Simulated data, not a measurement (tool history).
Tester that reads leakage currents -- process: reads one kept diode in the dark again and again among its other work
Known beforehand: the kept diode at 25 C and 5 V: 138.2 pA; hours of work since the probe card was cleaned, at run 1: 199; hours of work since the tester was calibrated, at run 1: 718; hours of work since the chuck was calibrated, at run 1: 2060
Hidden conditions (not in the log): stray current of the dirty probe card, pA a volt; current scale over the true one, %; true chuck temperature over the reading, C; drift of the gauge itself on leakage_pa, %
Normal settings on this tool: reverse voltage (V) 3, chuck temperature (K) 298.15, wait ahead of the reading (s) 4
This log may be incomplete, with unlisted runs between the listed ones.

run	hour	reverse voltage (V)	chuck temperature (K)	wait ahead of the reading (s)	hours of work since the probe card was cleaned	hours of work since the tester was calibrated	hours of work since the chuck was calibrated	current that the tester gives (pA)
1	0	3	298.15	4	199	718	2060	94.93
2	18.3	3	298.15	2.24	209	729	2070	95.26
3	42.9	3	329.15	2.24	222	742	2084	1238.85
4	59.8	3	329.15	2.24	232	752	2093	1228.32
5	83.6	3	329.15	2.24	245	765	2106	1234.93
6	120.9	3	310.15	2.24	266	786	2127	270.26
7	147.1	3	310.15	2.24	281	800	2142	272.37
8	172.7	3	310.15	2.24	295	815	2156	272.87
# hour 177.6: tester calibrated
9	191.4	3	310.15	2.24	304	8	2165	270.46
# hour 221.3: chuck's temperature calibrated
10	221.5	19.35	310.15	2.24	320	23	0	812.51
11	252.3	19.35	310.15	0.55	337	40	17	819.01
12	267.8	19.35	310.15	0.55	346	49	26	815.95
13	301.3	3	293.15	0.47	364	68	45	67.75
14	335.6	3	298.15	0.92	383	87	64	105.03
# hour 351.1: tester calibrated, once more
15	373	8.29	324.15	4	403	12	83	1583.49
16	401.8	1.74	297.15	0.4	419	28	99	72.47
17	417	2.53	297.15	0.4	428	37	108	88.66
18	449.7	3.06	305.15	2.76	446	55	126	196.11

Run by run, hidden condition taken away, random variation retained:
run	current that the tester gives (pA)
1	105.05
2	105.43
3	1352.76
4	1341.89
5	1349.93
6	298.56
7	301.09
8	301.85
9	299.42
10	817.42
11	824.52
12	821.7
13	68
14	105.91
15	1599.92
16	73.04
17	89.26
18	198.3
